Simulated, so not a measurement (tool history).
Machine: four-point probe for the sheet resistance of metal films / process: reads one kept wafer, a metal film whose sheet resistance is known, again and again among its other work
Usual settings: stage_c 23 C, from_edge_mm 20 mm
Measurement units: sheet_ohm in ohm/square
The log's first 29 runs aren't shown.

run 30 hour=642.2 | stage_c=33 from_edge_mm=41 | sheet_ohm=5.940809
run 31 hour=660.1 | stage_c=18 from_edge_mm=7 | sheet_ohm=5.972184
run 32 hour=684.8 | stage_c=22 from_edge_mm=49 | sheet_ohm=5.918377
run 33 hour=707.3 | stage_c=18 from_edge_mm=47 | sheet_ohm=5.908440
run 34 hour=737.7 | stage_c=18 from_edge_mm=47 | sheet_ohm=5.906838
run 35 hour=752.4 | stage_c=26 from_edge_mm=61 | sheet_ohm=5.924409
run 36 hour=767.4 | stage_c=26 from_edge_mm=61 | sheet_ohm=5.925126
run 37 hour=793.6 | stage_c=19 from_edge_mm=49 | sheet_ohm=5.907827
run 38 hour=814.4 | stage_c=26 from_edge_mm=14 | sheet_ohm=5.941357
run 39 hour=834.0 | stage_c=19 from_edge_mm=25 | sheet_ohm=5.913156
run 40 hour=857.3 | stage_c=22 from_edge_mm=11 | sheet_ohm=5.941969
run 41 hour=883.4 | stage_c=22 from_edge_mm=11 | sheet_ohm=5.938880
run 42 hour=905.9 | stage_c=24 from_edge_mm=6 | sheet_ohm=6.005098
run 43 hour=929.4 | stage_c=23 from_edge_mm=3 | sheet_ohm=6.247922
run 44 hour=952.8 | stage_c=31 from_edge_mm=15 | sheet_ohm=5.946459
run 45 hour=981.5 | stage_c=24 from_edge_mm=8 | sheet_ohm=5.967023
run 46 hour=1002.7 | stage_c=19 from_edge_mm=5 | sheet_ohm=6.029673

What if the next run were any one of these 3? Each begins from the tool's condition after run 46:
run A hour=1029.6 | stage_c=22 from_edge_mm=20 | sheet_ohm=?
run B hour=1029.6 | stage_c=23 from_edge_mm=56 | sheet_ohm=?
run C hour=1029.6 | stage_c=24 from_edge_mm=20 | sheet_ohm=?

run=A sheet_ohm=5.918721
run=B sheet_ohm=5.913022
run=C sheet_ohm=5.924898
With no hidden state in the tool, these same runs would have given:
run=A sheet_ohm=5.936280
run=B sheet_ohm=5.930569
run=C sheet_ohm=5.942483

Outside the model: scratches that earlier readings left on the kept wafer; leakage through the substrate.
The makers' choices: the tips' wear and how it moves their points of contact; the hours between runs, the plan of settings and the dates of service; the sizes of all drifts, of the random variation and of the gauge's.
